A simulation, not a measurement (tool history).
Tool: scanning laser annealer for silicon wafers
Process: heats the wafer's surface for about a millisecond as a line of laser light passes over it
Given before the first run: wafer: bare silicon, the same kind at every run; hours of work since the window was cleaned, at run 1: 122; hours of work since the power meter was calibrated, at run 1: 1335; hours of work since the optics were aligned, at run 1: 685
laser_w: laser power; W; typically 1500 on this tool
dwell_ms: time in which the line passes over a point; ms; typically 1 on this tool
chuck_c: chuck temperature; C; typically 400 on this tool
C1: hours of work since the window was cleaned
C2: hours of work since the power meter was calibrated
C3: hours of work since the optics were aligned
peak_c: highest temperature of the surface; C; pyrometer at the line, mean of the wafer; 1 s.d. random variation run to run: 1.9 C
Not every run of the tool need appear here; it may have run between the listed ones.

run 1 hour=0 | laser_w=1500 dwell_ms=1 chuck_c=400 | C1=122 C2=1335 C3=685 | peak_c=1074
run 2 hour=59.1 | laser_w=1500 dwell_ms=1 chuck_c=400 | C1=149 C2=1362 C3=712 | peak_c=1075
run 3 hour=107.1 | laser_w=1500 dwell_ms=1 chuck_c=373 | C1=171 C2=1383 C3=733 | peak_c=1044
run 4 hour=162.5 | laser_w=1500 dwell_ms=0.92 chuck_c=400 | C1=196 C2=1408 C3=758 | peak_c=1041
run 5 hour=229.7 | laser_w=1500 dwell_ms=0.92 chuck_c=400 | C1=226 C2=1439 C3=789 | peak_c=1036
run 6 hour=306 | laser_w=1500 dwell_ms=0.92 chuck_c=400 | C1=261 C2=1473 C3=823 | peak_c=1030
run 7 hour=352.2 | laser_w=1324 dwell_ms=1.17 chuck_c=372 | C1=282 C2=1494 C3=844 | peak_c=979
run 8 hour=409.4 | laser_w=1503 dwell_ms=0.83 chuck_c=372 | C1=307 C2=1520 C3=870 | peak_c=967
run 9 hour=470.4 | laser_w=1616 dwell_ms=1.11 chuck_c=418 | C1=335 C2=1547 C3=897 | peak_c=1165
-- hour=526.5 window over the wafer cleaned
run 10 hour=548.2 | laser_w=1616 dwell_ms=1.11 chuck_c=418 | C1=10 C2=1582 C3=932 | peak_c=1219
run 11 hour=594.8 | laser_w=1627 dwell_ms=1.11 chuck_c=418 | C1=31 C2=1603 C3=953 | peak_c=1220
run 12 hour=631.3 | laser_w=1511 dwell_ms=1.1 chuck_c=381 | C1=47 C2=1619 C3=969 | peak_c=1105

5 options for the next run, each taken on its own from the tool as it stands now. Forecast them:
run A hour=673 | laser_w=1353 dwell_ms=1.16 chuck_c=381 | C1=66 C2=1638 C3=988 | peak_c=?
run B hour=673 | laser_w=1448 dwell_ms=1.1 chuck_c=388 | C1=66 C2=1638 C3=988 | peak_c=?
run C hour=673 | laser_w=1354 dwell_ms=1.1 chuck_c=384 | C1=66 C2=1638 C3=988 | peak_c=?
run D hour=673 | laser_w=1607 dwell_ms=1.01 chuck_c=388 | C1=66 C2=1638 C3=988 | peak_c=?
run E hour=673 | laser_w=1603 dwell_ms=1.1 chuck_c=381 | C1=66 C2=1638 C3=988 | peak_c=?

run=A peak_c=1030
run=B peak_c=1073
run=C peak_c=1013
run=D peak_c=1136
run=E peak_c=1160
The same runs, with their run-to-run variation unchanged, on a tool lacking any hidden condition would have given:
run=A peak_c=1047
run=B peak_c=1091
run=C peak_c=1030
run=D peak_c=1156
run=E peak_c=1180
